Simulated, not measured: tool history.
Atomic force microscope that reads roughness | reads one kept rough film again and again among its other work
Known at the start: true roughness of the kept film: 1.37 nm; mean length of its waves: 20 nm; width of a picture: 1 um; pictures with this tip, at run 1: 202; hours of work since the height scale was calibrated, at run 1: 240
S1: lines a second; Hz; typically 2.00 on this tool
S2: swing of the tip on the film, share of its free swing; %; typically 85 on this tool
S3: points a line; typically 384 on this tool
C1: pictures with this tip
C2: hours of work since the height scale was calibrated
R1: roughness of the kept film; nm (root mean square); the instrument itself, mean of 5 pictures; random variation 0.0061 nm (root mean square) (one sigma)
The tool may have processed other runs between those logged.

{"run": 1, "hour": 0.0, "S1": 2.0, "S2": 85, "S3": 384, "C1": 202, "C2": 240, "R1": 0.86}
{"hour": 4.7, "done": "new tip fitted"}
{"run": 2, "hour": 10.7, "S1": 2.0, "S2": 85, "S3": 384, "C1": 5, "C2": 245, "R1": 1.147}
{"run": 3, "hour": 21.9, "S1": 2.0, "S2": 85, "S3": 384, "C1": 14, "C2": 250, "R1": 1.122}
{"run": 4, "hour": 36.5, "S1": 2.0, "S2": 61, "S3": 384, "C1": 25, "C2": 256, "R1": 1.152}
{"run": 5, "hour": 45.9, "S1": 2.0, "S2": 68, "S3": 384, "C1": 33, "C2": 261, "R1": 1.139}
{"run": 6, "hour": 56.1, "S1": 2.0, "S2": 68, "S3": 384, "C1": 41, "C2": 265, "R1": 1.121}
{"run": 7, "hour": 62.7, "S1": 2.0, "S2": 65, "S3": 384, "C1": 47, "C2": 268, "R1": 1.114}
{"hour": 64.6, "done": "height scale calibrated on a step standard"}
{"run": 8, "hour": 74.7, "S1": 2.0, "S2": 65, "S3": 384, "C1": 56, "C2": 5, "R1": 1.1}
{"run": 9, "hour": 87.4, "S1": 1.1, "S2": 63, "S3": 782, "C1": 66, "C2": 10, "R1": 1.11}
{"run": 10, "hour": 95.9, "S1": 2.0, "S2": 60, "S3": 358, "C1": 73, "C2": 14, "R1": 1.07}
{"run": 11, "hour": 108.9, "S1": 2.0, "S2": 60, "S3": 358, "C1": 83, "C2": 20, "R1": 1.057}
{"run": 12, "hour": 117.2, "S1": 2.0, "S2": 60, "S3": 358, "C1": 90, "C2": 24, "R1": 1.05}
{"hour": 120.7, "done": "height scale calibrated on a step standard, once more"}
{"run": 13, "hour": 131.9, "S1": 2.0, "S2": 59, "S3": 530, "C1": 101, "C2": 5, "R1": 1.047}
{"run": 14, "hour": 138.4, "S1": 3.24, "S2": 62, "S3": 1005, "C1": 106, "C2": 8, "R1": 1.033}
{"run": 15, "hour": 152.2, "S1": 3.24, "S2": 62, "S3": 1005, "C1": 117, "C2": 14, "R1": 1.019}
{"run": 16, "hour": 163.3, "S1": 3.24, "S2": 62, "S3": 1005, "C1": 126, "C2": 19, "R1": 0.999}

3 ways to go on from here, each from the tool as it stands after run 16. What would each give?
{"run": "A", "hour": 171.0, "S1": 2.0, "S2": 87, "S3": 384, "C1": 132, "C2": 22, "R1": "?"}
{"run": "B", "hour": 171.0, "S1": 3.24, "S2": 62, "S3": 515, "C1": 132, "C2": 22, "R1": "?"}
{"run": "C", "hour": 171.0, "S1": 3.24, "S2": 86, "S3": 1005, "C1": 132, "C2": 22, "R1": "?"}

run=A R1=0.932
run=B R1=0.989
run=C R1=0.904
With no hidden state in the tool, these same runs would have given:
run=A R1=1.142
run=B R1=1.209
run=C R1=1.107
